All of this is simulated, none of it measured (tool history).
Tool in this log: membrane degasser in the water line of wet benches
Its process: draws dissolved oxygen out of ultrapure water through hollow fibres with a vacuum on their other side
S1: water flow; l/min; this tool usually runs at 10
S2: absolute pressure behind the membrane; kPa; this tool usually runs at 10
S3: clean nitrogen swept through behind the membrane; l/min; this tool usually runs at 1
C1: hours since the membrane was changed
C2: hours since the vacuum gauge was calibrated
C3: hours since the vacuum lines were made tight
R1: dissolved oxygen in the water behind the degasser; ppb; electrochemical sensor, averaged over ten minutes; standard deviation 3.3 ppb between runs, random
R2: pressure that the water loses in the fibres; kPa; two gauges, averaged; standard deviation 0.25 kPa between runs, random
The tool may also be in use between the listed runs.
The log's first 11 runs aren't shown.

run	hour	S1	S2	S3	C1	C2	C3	R1	R2
12	1910.6	10	10	1	7940	4249	4623	333	66.25
13	2074	10	10	2.29	8103	4412	4786	251.3	66.4
14	2189.2	10	10	0.72	8219	4528	4901	381.5	66.33
15	2321.3	10	10	0.72	8351	4660	5034	388.2	66.07
16	2471	10	10	0.72	8500	4810	5183	378.4	66.02
17	2696.3	10	10	1.97	8726	5035	5409	262.1	66.37
# hour 2730.2: seals of the vacuum lines changed
18	2880.3	10	10	1.97	8908	5217	150	263.1	66.57
19	3113.5	10	10	1.97	9141	5450	383	258.8	66.3
# hour 3237: vacuum gauge calibrated
20	3243.2	6	10	1	9270	6	512	132.7	39.95
21	3450	11	7.2	1.67	9477	213	719	288.6	73.04
22	3620.2	10	8.9	0.58	9647	383	889	394.6	66.45
23	3837.4	9	10	1.24	9864	600	1107	254.9	59.82
24	3969.2	9	10	1.24	9996	732	1238	247.6	60.25
25	4172.1	12	10	1	10199	935	1441	466.8	80.12
26	4376.4	12	10	1	10403	1139	1646	456.7	79.74
27	4545.5	11	10	1	10572	1308	1815	392.4	73.42
28	4654	9	7.4	2.44	10681	1417	1923	171	60.17
29	4882.7	9	7.4	2.44	10910	1646	2152	172.6	60.55
30	5116.4	9	7.4	2.44	11143	1879	2386	174.3	60.74
31	5349.7	9	7.6	0.45	11377	2113	2619	320.2	60.48
32	5547.9	9	10	1.25	11575	2311	2817	248.9	60.53

Branching from run 32: 3 alternative next runs. What would each branch give?
A	5677.1	7	6.3	0.85	11704	2440	2946	?	?
B	5677.1	9	10	0.46	11704	2440	2946	?	?
C	5677.1	8	9.6	1.25	11704	2440	2946	?	?

run	R1	R2
A	123.3	46.95
B	418.7	60.53
C	193.1	53.86
With the hidden condition removed and each run's random variation left untouched, the same runs would have given:
run	R1	R2
A	122.7	46.07
B	417.6	59.4
C	192.3	52.86
